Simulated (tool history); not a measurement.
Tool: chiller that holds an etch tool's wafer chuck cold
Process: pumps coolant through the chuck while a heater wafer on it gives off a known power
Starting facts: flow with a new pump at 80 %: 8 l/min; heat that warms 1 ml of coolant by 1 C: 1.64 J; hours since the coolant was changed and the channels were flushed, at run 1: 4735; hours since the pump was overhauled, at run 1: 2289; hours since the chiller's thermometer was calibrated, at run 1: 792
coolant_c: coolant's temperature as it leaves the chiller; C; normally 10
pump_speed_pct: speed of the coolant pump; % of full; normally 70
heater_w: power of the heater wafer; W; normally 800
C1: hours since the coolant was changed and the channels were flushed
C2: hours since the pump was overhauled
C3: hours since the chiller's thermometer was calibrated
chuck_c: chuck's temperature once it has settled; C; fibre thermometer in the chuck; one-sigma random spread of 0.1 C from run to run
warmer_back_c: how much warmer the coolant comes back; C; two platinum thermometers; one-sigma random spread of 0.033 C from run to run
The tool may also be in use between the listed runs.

Run 1, day 0: usual settings; C1 4735; C2 2289; C3 792. Result: chuck_c 24.1 C, warmer_back_c 4.48 C.
Run 2, day 3.6: usual settings; C1 4822; C2 2375; C3 878. Result: chuck_c 24.1 C, warmer_back_c 4.49 C.
Run 3, day 7.092: usual settings; C1 4906; C2 2459; C3 962. Result: chuck_c 24 C, warmer_back_c 4.47 C.
Run 4, day 8.862: usual settings but heater_w 1117 W; C1 4948; C2 2502; C3 1004. Result: chuck_c 29.8 C, warmer_back_c 6.29 C.
Run 5, day 11.342: usual settings but coolant_c 1 C, heater_w 1117 W; C1 5008; C2 2561; C3 1064. Result: chuck_c 20.8 C, warmer_back_c 6.2 C.
Run 6, day 13.512: usual settings but coolant_c 1 C, heater_w 1117 W; C1 5060; C2 2613; C3 1116. Result: chuck_c 20.9 C, warmer_back_c 6.23 C.
Run 7, day 15.192: usual settings; C1 5100; C2 2654; C3 1156. Result: chuck_c 24.4 C, warmer_back_c 4.46 C.
Run 8, day 18.062: usual settings but coolant_c 2 C; C1 5169; C2 2723; C3 1225. Result: chuck_c 16.5 C, warmer_back_c 4.53 C.
Run 9, day 20.858: usual settings; C1 5236; C2 2790; C3 1292. Result: chuck_c 24.4 C, warmer_back_c 4.55 C.
Run 10, day 23.308: usual settings; C1 5295; C2 2848; C3 1351. Result: chuck_c 24.2 C, warmer_back_c 4.51 C.
Run 11, day 24.942: usual settings; C1 5334; C2 2888; C3 1390. Result: chuck_c 24.5 C, warmer_back_c 4.61 C.
At day 25.417: coolant pump overhauled.
Run 12, day 28.496: usual settings; C1 5414; C2 74; C3 1471. Result: chuck_c 24.5 C, warmer_back_c 4.6 C.
Run 13, day 31.796: usual settings; C1 5494; C2 153; C3 1550. Result: chuck_c 24.8 C, warmer_back_c 4.62 C.
Run 14, day 34.417: usual settings; C1 5556; C2 216; C3 1613. Result: chuck_c 25 C, warmer_back_c 4.66 C.
At day 35.529: coolant pump overhauled, once more.
Run 15, day 37.871: usual settings; C1 5634; C2 56; C3 1691. Result: chuck_c 24 C, warmer_back_c 4.32 C.
Run 16, day 40.971: usual settings; C1 5709; C2 131; C3 1765. Result: chuck_c 23.9 C, warmer_back_c 4.32 C.
Run 17, day 42.971: usual settings; C1 5757; C2 179; C3 1813. Result: chuck_c 24.1 C, warmer_back_c 4.27 C.
Run 18, day 44.929: usual settings; C1 5804; C2 226; C3 1860. Result: chuck_c 24.1 C, warmer_back_c 4.22 C.
Run 19, day 46.633: usual settings; C1 5845; C2 266; C3 1901. Result: chuck_c 24.1 C, warmer_back_c 4.32 C.
Run 20, day 50.179: usual settings but coolant_c 19 C, pump_speed_pct 68 % of full, heater_w 994 W; C1 5930; C2 352; C3 1986. Result: chuck_c 36.9 C, warmer_back_c 5.49 C.
Run 21, day 52.271: usual settings but coolant_c 9 C, pump_speed_pct 61 % of full; C1 5980; C2 402; C3 2036. Result: chuck_c 24.5 C, warmer_back_c 4.96 C.
Run 22, day 55.504: usual settings but coolant_c 4 C, pump_speed_pct 68 % of full, heater_w 591 W; C1 6058; C2 479; C3 2114. Result: chuck_c 14.9 C, warmer_back_c 3.3 C.
Run 23, day 58.392: usual settings but coolant_c 4 C, pump_speed_pct 68 % of full, heater_w 591 W; C1 6127; C2 549; C3 2183. Result: chuck_c 14.9 C, warmer_back_c 3.28 C.
Run 24, day 61.517: usual settings but coolant_c 11 C, pump_speed_pct 73 % of full, heater_w 413 W; C1 6202; C2 624; C3 2258. Result: chuck_c 18.3 C, warmer_back_c 2.13 C.
Run 25, day 64.154: usual settings but coolant_c 18 C, pump_speed_pct 87 % of full, heater_w 887 W; C1 6265; C2 687; C3 2322. Result: chuck_c 31.7 C, warmer_back_c 3.73 C.
Run 26, day 66.042: usual settings but coolant_c 18 C, pump_speed_pct 87 % of full, heater_w 887 W; C1 6310; C2 732; C3 2367. Result: chuck_c 31.7 C, warmer_back_c 3.72 C.
Run 27, day 68.179: usual settings but coolant_c 18 C, pump_speed_pct 87 % of full, heater_w 887 W; C1 6362; C2 784; C3 2418. Result: chuck_c 31.6 C, warmer_back_c 3.73 C.
Run 28, day 70.271: usual settings but coolant_c 18 C, pump_speed_pct 87 % of full, heater_w 887 W; C1 6412; C2 834; C3 2468. Result: chuck_c 31.8 C, warmer_back_c 3.72 C.
Run 29, day 73.492: usual settings but coolant_c 18 C, pump_speed_pct 87 % of full, heater_w 887 W; C1 6489; C2 911; C3 2546. Result: chuck_c 31.8 C, warmer_back_c 3.75 C.
Run 30, day 75.017: usual settings but coolant_c 19 C, pump_speed_pct 73 % of full; C1 6526; C2 948; C3 2582. Result: chuck_c 33.2 C, warmer_back_c 4.12 C.
Run 31, day 78.079: usual settings but coolant_c 15 C, heater_w 594 W; C1 6599; C2 1021; C3 2656. Result: chuck_c 25.9 C, warmer_back_c 3.2 C.
Run 32, day 80.212: usual settings but coolant_c 1 C, pump_speed_pct 91 % of full, heater_w 1022 W; C1 6651; C2 1072; C3 2707. Result: chuck_c 16.5 C, warmer_back_c 4.12 C.
Run 33, day 81.792: usual settings but coolant_c 9 C; C1 6688; C2 1110; C3 2745. Result: chuck_c 23.8 C, warmer_back_c 4.34 C.

Forecast each of these 3 alternatives for the next run:
Run A, day 84.829: usual settings but coolant_c 17 C; C1 6761; C2 1183; C3 2818. Result: chuck_c ?, warmer_back_c ?.
Run B, day 84.829: usual settings but pump_speed_pct 74 % of full, heater_w 972 W; C1 6761; C2 1183; C3 2818. Result: chuck_c ?, warmer_back_c ?.
Run C, day 84.829: usual settings but pump_speed_pct 64 % of full, heater_w 959 W; C1 6761; C2 1183; C3 2818. Result: chuck_c ?, warmer_back_c ?.

run  chuck_c  warmer_back_c
  A     31.7           4.39
  B     27.2           4.96
  C     28.9           5.77
With no hidden state in the tool, these same runs would have given:
run  chuck_c  warmer_back_c
  A     28.7           4.29
  B     23.8           4.84
  C     25.3           5.63

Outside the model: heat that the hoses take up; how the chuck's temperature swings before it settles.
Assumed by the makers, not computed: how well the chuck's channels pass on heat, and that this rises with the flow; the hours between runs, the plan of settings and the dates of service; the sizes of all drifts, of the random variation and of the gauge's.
